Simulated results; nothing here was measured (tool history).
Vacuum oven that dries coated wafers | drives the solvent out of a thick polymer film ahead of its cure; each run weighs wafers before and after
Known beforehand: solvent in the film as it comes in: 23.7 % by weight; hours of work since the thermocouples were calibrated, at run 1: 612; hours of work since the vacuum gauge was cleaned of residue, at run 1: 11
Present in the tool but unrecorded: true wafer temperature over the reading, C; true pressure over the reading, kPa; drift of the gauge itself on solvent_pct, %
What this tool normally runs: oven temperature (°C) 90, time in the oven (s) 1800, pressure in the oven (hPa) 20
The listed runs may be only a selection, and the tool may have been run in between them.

run    day  oven temperature (°C)  time in the oven (s)  pressure in the oven (hPa)  hours of work since the thermocouples were calibrated  hours of work since the vacuum gauge was cleaned of residue  solvent left in the film (%)
  1      0                     90                  1800                          20                                                    612                                                           11                          3.99
  2  0.538                     90                  1800                        52.6                                                    621                                                           20                          6.55
  3   0.95                     90                  1800                        17.6                                                    629                                                           28                          3.69
  4  1.292                     90                  1800                        17.6                                                    635                                                           34                          3.71
  5  1.629                     90                  1800                        17.6                                                    641                                                           40                          3.74
  6  1.867                     90                  1620                          20                                                    645                                                           44                          4.51
  7  2.288                     90                  1620                          20                                                    653                                                           52                          4.49
  8  2.696                     90                  1620                          20                                                    660                                                           59                          4.38
  9  3.004                     90                  1620                          20                                                    665                                                           65                          4.37
 10  3.538                     90                  1800                        31.9                                                    675                                                           74                          4.92
 11  3.883                     90                  1800                        31.9                                                    681                                                           80                          4.87
 12  4.217                     94                  1560                        25.3                                                    687                                                           86                          3.66
     4.304  -- vacuum gauge cleaned of residue and calibrated
 13  4.704                     94                  1560                        25.3                                                    695                                                            7                          3.65
 14  4.962                     99                  1800                        16.7                                                    699                                                           12                           1.5
 15  5.312                     92                  1260                        13.5                                                    706                                                           18                          4.58
 16  5.888                     92                  1260                        13.5                                                    716                                                           28                           4.6
 17   6.45                     88                  1800                        13.1                                                    726                                                           38                          4.17
     6.771  -- vacuum gauge cleaned of residue and calibrated, once more
 18  7.071                     88                  1800                        13.1                                                    736                                                            5                          4.26

Run 19 comes next. What will it give?
 19  7.388                     86                  1800                          39                                                    742                                                           11                             ?

{"run 19": {"solvent left in the film (%)": 7.49}}
Without the tool's hidden state the same run would have given solvent left in the film (%) 6.93.

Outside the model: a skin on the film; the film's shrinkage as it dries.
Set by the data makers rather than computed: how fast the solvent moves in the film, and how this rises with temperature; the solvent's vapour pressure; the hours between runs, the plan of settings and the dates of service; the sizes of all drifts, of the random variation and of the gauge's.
